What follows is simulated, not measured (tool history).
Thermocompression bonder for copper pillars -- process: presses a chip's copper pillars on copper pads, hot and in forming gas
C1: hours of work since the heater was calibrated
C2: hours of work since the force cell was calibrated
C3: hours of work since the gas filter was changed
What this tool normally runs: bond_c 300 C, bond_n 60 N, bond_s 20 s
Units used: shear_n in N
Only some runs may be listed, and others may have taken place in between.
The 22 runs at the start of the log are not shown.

{"run": 23, "hour": 1595.3, "bond_c": 307, "bond_n": 51, "bond_s": 53, "C1": 541, "C2": 343, "C3": 113, "shear_n": 80.7}
{"hour": 1641.1, "done": "force cell calibrated, once more"}
{"run": 24, "hour": 1687.0, "bond_c": 300, "bond_n": 59, "bond_s": 20, "C1": 597, "C2": 29, "C3": 170, "shear_n": 66.3}
{"run": 25, "hour": 1788.1, "bond_c": 276, "bond_n": 60, "bond_s": 25, "C1": 661, "C2": 92, "C3": 233, "shear_n": 58.6}
{"run": 26, "hour": 1850.1, "bond_c": 286, "bond_n": 39, "bond_s": 20, "C1": 700, "C2": 131, "C3": 272, "shear_n": 38.3}
{"run": 27, "hour": 1928.6, "bond_c": 295, "bond_n": 45, "bond_s": 20, "C1": 749, "C2": 180, "C3": 321, "shear_n": 47.9}
{"run": 28, "hour": 1984.2, "bond_c": 305, "bond_n": 45, "bond_s": 32, "C1": 784, "C2": 215, "C3": 356, "shear_n": 59.3}
{"hour": 1999.4, "done": "forming gas filter changed"}
{"run": 29, "hour": 2064.6, "bond_c": 271, "bond_n": 75, "bond_s": 51, "C1": 834, "C2": 265, "C3": 41, "shear_n": 83.7}
{"run": 30, "hour": 2126.2, "bond_c": 309, "bond_n": 75, "bond_s": 36, "C1": 873, "C2": 304, "C3": 80, "shear_n": 88.8}
{"run": 31, "hour": 2178.5, "bond_c": 304, "bond_n": 60, "bond_s": 24, "C1": 905, "C2": 337, "C3": 112, "shear_n": 73.4}
{"run": 32, "hour": 2220.7, "bond_c": 313, "bond_n": 82, "bond_s": 34, "C1": 932, "C2": 363, "C3": 139, "shear_n": 88.7}
{"run": 33, "hour": 2307.2, "bond_c": 323, "bond_n": 66, "bond_s": 11, "C1": 986, "C2": 418, "C3": 193, "shear_n": 71.8}
{"run": 34, "hour": 2408.6, "bond_c": 299, "bond_n": 60, "bond_s": 38, "C1": 1050, "C2": 481, "C3": 257, "shear_n": 73.4}
{"run": 35, "hour": 2474.0, "bond_c": 299, "bond_n": 70, "bond_s": 12, "C1": 1091, "C2": 522, "C3": 298, "shear_n": 66}
{"run": 36, "hour": 2531.4, "bond_c": 307, "bond_n": 51, "bond_s": 39, "C1": 1127, "C2": 558, "C3": 334, "shear_n": 72.4}
{"hour": 2585.9, "done": "forming gas filter changed"}
{"run": 37, "hour": 2599.0, "bond_c": 307, "bond_n": 51, "bond_s": 39, "C1": 1169, "C2": 601, "C3": 8, "shear_n": 77.6}

4 options for the next run, each taken on its own from the tool as it stands now. Forecast them:
{"run": "A", "hour": 2694.8, "bond_c": 288, "bond_n": 88, "bond_s": 12, "C1": 1229, "C2": 661, "C3": 68, "shear_n": "?"}
{"run": "B", "hour": 2694.8, "bond_c": 300, "bond_n": 49, "bond_s": 20, "C1": 1229, "C2": 661, "C3": 68, "shear_n": "?"}
{"run": "C", "hour": 2694.8, "bond_c": 300, "bond_n": 82, "bond_s": 20, "C1": 1229, "C2": 661, "C3": 68, "shear_n": "?"}
{"run": "D", "hour": 2694.8, "bond_c": 307, "bond_n": 49, "bond_s": 39, "C1": 1229, "C2": 661, "C3": 68, "shear_n": "?"}

run=A shear_n=77.4
run=B shear_n=62.4
run=C shear_n=84.7
run=D shear_n=75.5
With no hidden state in the tool, these same runs would have given:
run=A shear_n=72.2
run=B shear_n=56.4
run=C shear_n=81.3
run=D shear_n=70.6
